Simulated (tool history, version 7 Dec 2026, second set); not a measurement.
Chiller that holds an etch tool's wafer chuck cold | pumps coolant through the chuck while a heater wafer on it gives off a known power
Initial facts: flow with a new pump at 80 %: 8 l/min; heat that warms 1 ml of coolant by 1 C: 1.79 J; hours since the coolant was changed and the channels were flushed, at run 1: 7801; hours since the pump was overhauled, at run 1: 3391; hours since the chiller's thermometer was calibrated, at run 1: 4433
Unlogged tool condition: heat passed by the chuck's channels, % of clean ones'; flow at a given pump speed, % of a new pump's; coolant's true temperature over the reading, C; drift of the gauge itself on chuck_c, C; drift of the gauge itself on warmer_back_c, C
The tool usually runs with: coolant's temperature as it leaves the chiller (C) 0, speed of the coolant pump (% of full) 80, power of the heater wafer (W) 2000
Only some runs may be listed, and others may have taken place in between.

run	hour	coolant's temperature as it leaves the chiller (C)	speed of the coolant pump (% of full)	power of the heater wafer (W)	hours since the coolant was changed and the channels were flushed	hours since the pump was overhauled	hours since the chiller's thermometer was calibrated	chuck's temperature once it has settled (C)	how much warmer the coolant comes back (C)
1	0.0	0	80	2000	7801	3391	4433	18.6	8.61
2	92.0	0	80	2000	7893	3483	4525	18.5	8.61
3	172.8	0	80	2000	7973	3564	4606	18.4	8.59
4	215.3	0	80	2000	8016	3606	4649	18.6	8.66
5	300.6	0	80	1931	8101	3691	4734	17.8	8.36
6	390.3	-10	80	2000	8191	3781	4824	8.5	8.66
7	444.3	-10	80	2000	8245	3835	4878	8.5	8.61
8	513.8	-10	80	2000	8315	3905	4947	8.8	8.61
9	601.1	0	80	2000	8402	3992	5034	18.6	8.60
10	697.6	0	80	2000	8498	4088	5131	18.7	8.60
11	763.9	0	80	2000	8565	4155	5197	18.7	8.68
# hour 773.8: coolant pump overhauled
12	827.0	0	80	2000	8623	53	5255	18.8	8.63
# hour 894.7: coolant changed, channels flushed
13	922.6	0	80	2000	28	143	5345	16.4	8.75
# hour 947.5: coolant pump overhauled, once more
14	1009.9	6	80	2000	110	62	5427	22.0	8.51
15	1095.3	0	80	2000	196	148	5513	16.2	8.54
16	1151.1	0	65	2000	251	204	5568	19.5	10.46
17	1200.1	8	66	1267	300	253	5617	19.9	6.53
18	1295.4	8	66	1267	396	348	5713	20.0	6.52
19	1386.7	0	80	1590	487	439	5804	12.7	6.76
20	1483.2	8	77	1202	583	536	5901	18.1	5.34
21	1562.5	5	80	2000	663	615	5980	21.3	8.63
# hour 1568.0: chiller's thermometer calibrated
22	1656.5	5	86	2000	756	708	88	20.9	7.98
23	1723.3	5	86	2000	823	775	155	21.0	7.94
24	1765.6	-4	73	2177	865	817	198	16.0	10.13
25	1806.9	-4	73	1477	906	858	239	9.6	6.89
26	1855.9	-7	80	1619	955	907	288	6.8	6.92
27	1943.2	-3	67	2632	1042	995	375	23.1	13.33
28	1990.1	-1	90	1243	1089	1042	422	8.7	4.75
29	2058.2	-2	90	1243	1157	1110	490	7.7	4.76
30	2125.2	9	72	1297	1224	1177	557	21.0	6.17
31	2170.9	9	72	1297	1270	1222	603	21.1	6.14

Below are 3 alternative next runs, each starting from the tool's condition after run 31. Predict each:
A	2232.9	9	61	1731	1332	1284	665	?	?
B	2232.9	-8	92	1297	1332	1284	665	?	?
C	2232.9	6	83	1297	1332	1284	665	?	?

run	chuck's temperature once it has settled (C)	how much warmer the coolant comes back (C)
A	27.6	9.70
B	2.0	4.85
C	16.8	5.44
Take away the tool's hidden state, keep each run's random variation, and the runs would have read:
run	chuck's temperature once it has settled (C)	how much warmer the coolant comes back (C)
A	26.9	9.51
B	1.6	4.76
C	16.5	5.33
